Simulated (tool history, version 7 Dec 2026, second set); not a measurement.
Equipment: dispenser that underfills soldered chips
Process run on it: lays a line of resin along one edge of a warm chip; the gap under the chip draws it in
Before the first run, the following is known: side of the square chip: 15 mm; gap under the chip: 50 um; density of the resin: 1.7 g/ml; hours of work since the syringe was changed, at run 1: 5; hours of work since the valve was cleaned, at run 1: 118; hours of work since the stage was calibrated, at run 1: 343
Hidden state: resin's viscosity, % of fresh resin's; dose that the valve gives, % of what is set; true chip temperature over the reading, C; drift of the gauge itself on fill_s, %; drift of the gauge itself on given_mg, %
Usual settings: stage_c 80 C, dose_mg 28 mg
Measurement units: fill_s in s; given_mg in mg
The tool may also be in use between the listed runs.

run   hour  stage_c  dose_mg  hours of work since the syringe was changed  hours of work since the valve was cleaned  hours of work since the stage was calibrated  fill_s  given_mg
  1      0       80       28                                            5                                        118                                           343   440.5     25.21
       2.5  -- new syringe of resin
      12.5  -- new syringe of resin
  2   15.2       80       28                                            2                                        127                                           352   340.5     24.89
      21.6  -- new syringe of resin
  3   29.8       80       28                                            5                                        136                                           361     472     24.64
      31.6  -- new syringe of resin
      35.2  -- dispensing valve cleaned and set on the balance
      42.2  -- new syringe of resin
  4   45.5       74       28                                            2                                          6                                           370   492.1     27.78
        52  -- new syringe of resin
  5   57.8       74       28                                            4                                         14                                           378   557.5     27.59
      61.2  -- new syringe of resin
      70.7  -- new syringe of resin
  6   71.8       74     34.1                                            1                                         22                                           386     439     33.77
      80.4  -- new syringe of resin
  7   81.9       95     34.1                                            1                                         28                                           392   151.3     33.11
  8   88.5       95     34.1                                            5                                         33                                           397   207.3     33.01
      89.9  -- new syringe of resin
      99.8  -- new syringe of resin
  9  103.8       95       27                                            3                                         42                                           406   181.1     25.99
     109.6  -- new syringe of resin
 10  114.2       95       27                                            3                                         48                                           412   190.4     25.77
     119.6  -- new syringe of resin
     129.7  -- new syringe of resin
 11  129.8       80       28                                            0                                         58                                           422   319.1     26.59
     138.9  -- new syringe of resin
 12  139.7       80       28                                            0                                         64                                           428   322.2     26.25
       148  -- new syringe of resin
 13  154.2       80       28                                            4                                         73                                           436   424.7     26.14
     157.1  -- new syringe of resin
     166.4  -- new syringe of resin
 14  170.5       80       28                                            3                                         82                                           446   381.7     25.92
     176.1  -- new syringe of resin
 15  179.8       80       28                                            2                                         88                                           452   376.3     25.69
     185.6  -- new syringe of resin
 16  191.9       80       28                                            4                                         95                                           459   431.4     25.87
     194.8  -- new syringe of resin
 17  198.7       80       28                                            2                                         99                                           463   386.5     25.45
     204.2  -- new syringe of resin
 18  207.2       83     30.6                                            2                                        105                                           469   306.3     27.95
     214.6  -- new syringe of resin
 19  218.9       80     31.9                                            3                                        112                                           476   395.8     28.79
     223.7  -- new syringe of resin
 20  228.1       80     31.9                                            3                                        117                                           481   387.2     28.45
     233.1  -- new syringe of resin
 21  241.5       69     30.3                                            5                                        126                                           490   853.6     27.13
     242.8  -- new syringe of resin
     252.5  -- new syringe of resin
 22  252.5       91     24.2                                            0                                        132                                           496   205.9     21.46
     262.1  -- new syringe of resin
     264.6  -- dispensing valve cleaned and set on the balance
 23  268.1       91     24.4                                            3                                          2                                           505   240.8     24.46
     273.5  -- new syringe of resin
 24  275.9       91     24.4                                            1                                          7                                           510   214.4      24.4
     282.7  -- new syringe of resin
 25  284.8       91     24.4                                            1                                         12                                           515   214.5     24.05
     292.8  -- new syringe of resin
 26  296.2       91     24.4                                            2                                         19                                           522   226.7     23.99
       302  -- new syringe of resin
 27  304.2       91     24.4                                            1                                         24                                           527   210.7     23.98
     311.6  -- new syringe of resin
 28  315.9       94     25.8                                            3                                         31                                           534   199.7     25.09
     321.6  -- new syringe of resin
 29  330.1       94     25.8                                            5                                         40                                           543   247.8     25.08
     331.2  -- new syringe of resin
     340.7  -- new syringe of resin
 30  346.4       85     36.1                                            4                                         50                                           553   320.6     34.41
     350.2  -- new syringe of resin
     360.4  -- new syringe of resin
 31  361.1       80     29.9                                            0                                         59                                           562   333.8     28.48
     369.5  -- new syringe of resin
 32  376.6       80     29.9                                            4                                         68                                           571   446.4     28.37
     378.9  -- new syringe of resin
     388.4  -- new syringe of resin
 33  391.1       80     29.9                                            2                                         77                                           580   364.8     27.92
     397.5  -- new syringe of resin
 34  405.9       68     25.8                                            5                                         86                                           589   955.1     23.99

3 options for the next run, each taken on its own from the tool as it stands now. Forecast them:
     407.1  -- new syringe of resin
     416.4  -- new syringe of resin
  A  418.9       81     25.8                                            2                                         94                                           597       ?         ?
     407.1  -- new syringe of resin
     416.4  -- new syringe of resin
  B  418.9       87     27.5                                            2                                         94                                           597       ?         ?
     407.1  -- new syringe of resin
     416.4  -- new syringe of resin
  C  418.9       92     25.8                                            2                                         94                                           597       ?         ?

run  fill_s  given_mg
  A   367.6     23.76
  B     268     25.08
  C   210.9     23.82
The same runs, with their run-to-run variation unchanged, on a tool lacking any hidden condition would have given:
run  fill_s  given_mg
  A   276.1     25.78
  B   203.3     27.22
  C   159.5     25.85

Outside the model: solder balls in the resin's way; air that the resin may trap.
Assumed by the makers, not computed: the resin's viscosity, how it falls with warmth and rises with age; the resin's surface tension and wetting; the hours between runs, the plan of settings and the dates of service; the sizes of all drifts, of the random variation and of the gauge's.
